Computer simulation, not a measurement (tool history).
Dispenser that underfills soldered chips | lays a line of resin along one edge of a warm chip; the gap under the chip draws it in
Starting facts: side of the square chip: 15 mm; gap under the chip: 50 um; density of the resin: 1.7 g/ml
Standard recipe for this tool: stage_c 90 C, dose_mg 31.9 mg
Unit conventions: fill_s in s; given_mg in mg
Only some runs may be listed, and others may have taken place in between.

Run 1, hour 0.0: usual settings. Result: fill_s 484.8 s, given_mg 30.79 mg.
At hour 10.6: new syringe of resin.
Run 2, hour 13.1: usual settings. Result: fill_s 530.7 s, given_mg 30.28 mg.
At hour 21.7: new syringe of resin.
Run 3, hour 21.7: usual settings. Result: fill_s 475.0 s, given_mg 30.17 mg.
At hour 33.5: new syringe of resin.
Run 4, hour 39.1: usual settings. Result: fill_s 588.7 s, given_mg 30.27 mg.
At hour 42.1: dispensing valve cleaned and set on the balance.
At hour 46.1: new syringe of resin.
Run 5, hour 49.9: usual settings but dose_mg 28.7 mg. Result: fill_s 562.4 s, given_mg 28.89 mg.
At hour 57.7: new syringe of resin.
Run 6, hour 57.8: usual settings. Result: fill_s 477.6 s, given_mg 31.92 mg.
At hour 69.7: new syringe of resin.
Run 7, hour 74.5: usual settings. Result: fill_s 569.5 s, given_mg 31.48 mg.
At hour 82.0: new syringe of resin.
Run 8, hour 83.7: usual settings. Result: fill_s 506.4 s, given_mg 31.74 mg.
Run 9, hour 92.5: usual settings. Result: fill_s 715.0 s, given_mg 31.41 mg.
At hour 93.6: new syringe of resin.
Run 10, hour 100.2: usual settings but stage_c 105 C, dose_mg 34.3 mg. Result: fill_s 324.1 s, given_mg 33.64 mg.
At hour 105.1: new syringe of resin.
Run 11, hour 112.4: usual settings but stage_c 76 C, dose_mg 35.6 mg. Result: fill_s 1184.1 s, given_mg 34.76 mg.
At hour 117.2: new syringe of resin.
Run 12, hour 126.7: usual settings but stage_c 96 C, dose_mg 37.5 mg. Result: fill_s 509.6 s, given_mg 36.36 mg.
At hour 128.5: new syringe of resin.
At hour 140.2: new syringe of resin.
Run 13, hour 142.8: usual settings but stage_c 76 C, dose_mg 37.7 mg. Result: fill_s 984.9 s, given_mg 36.30 mg.
At hour 151.7: new syringe of resin.
Run 14, hour 154.5: usual settings but stage_c 101 C, dose_mg 40.5 mg. Result: fill_s 321.4 s, given_mg 38.79 mg.
At hour 163.1: new syringe of resin.
Run 15, hour 168.5: usual settings but stage_c 101 C, dose_mg 40.5 mg. Result: fill_s 360.8 s, given_mg 38.90 mg.
At hour 175.3: new syringe of resin.
Run 16, hour 180.7: usual settings but stage_c 87 C, dose_mg 36.1 mg. Result: fill_s 655.8 s, given_mg 34.64 mg.
At hour 186.7: new syringe of resin.
Run 17, hour 191.6: usual settings but stage_c 101 C, dose_mg 36.2 mg. Result: fill_s 359.4 s, given_mg 34.56 mg.
At hour 199.0: new syringe of resin.
Run 18, hour 208.8: usual settings but stage_c 75 C, dose_mg 34.2 mg. Result: fill_s 1370.4 s, given_mg 32.63 mg.

What if the next run were any one of these 5? Each begins from the tool's condition after run 18:
At hour 210.5: new syringe of resin.
At hour 221.9: new syringe of resin.
At hour 222.9: dispensing valve cleaned and set on the balance.
Run A, hour 222.9: usual settings but stage_c 75 C, dose_mg 40.3 mg. Result: fill_s ?, given_mg ?.
At hour 210.5: new syringe of resin.
At hour 221.9: new syringe of resin.
At hour 222.9: dispensing valve cleaned and set on the balance.
Run B, hour 222.9: usual settings but stage_c 88 C, dose_mg 35.7 mg. Result: fill_s ?, given_mg ?.
At hour 210.5: new syringe of resin.
At hour 221.9: new syringe of resin.
At hour 222.9: dispensing valve cleaned and set on the balance.
Run C, hour 222.9: usual settings but stage_c 88 C, dose_mg 37.1 mg. Result: fill_s ?, given_mg ?.
At hour 210.5: new syringe of resin.
At hour 221.9: new syringe of resin.
At hour 222.9: dispensing valve cleaned and set on the balance.
Run D, hour 222.9: usual settings but stage_c 88 C, dose_mg 36.7 mg. Result: fill_s ?, given_mg ?.
At hour 210.5: new syringe of resin.
At hour 221.9: new syringe of resin.
At hour 222.9: dispensing valve cleaned and set on the balance.
Run E, hour 222.9: usual settings but stage_c 82 C, dose_mg 40.3 mg. Result: fill_s ?, given_mg ?.

run  fill_s  given_mg
  A   962.3     40.03
  B   530.2     35.70
  C   525.4     37.06
  D   518.6     36.82
  E   689.9     40.26
Without the tool's unlogged condition, the same runs would have read:
run  fill_s  given_mg
  A   855.4     40.07
  B   474.8     35.73
  C   470.6     37.10
  D   464.5     36.85
  E   615.9     40.30
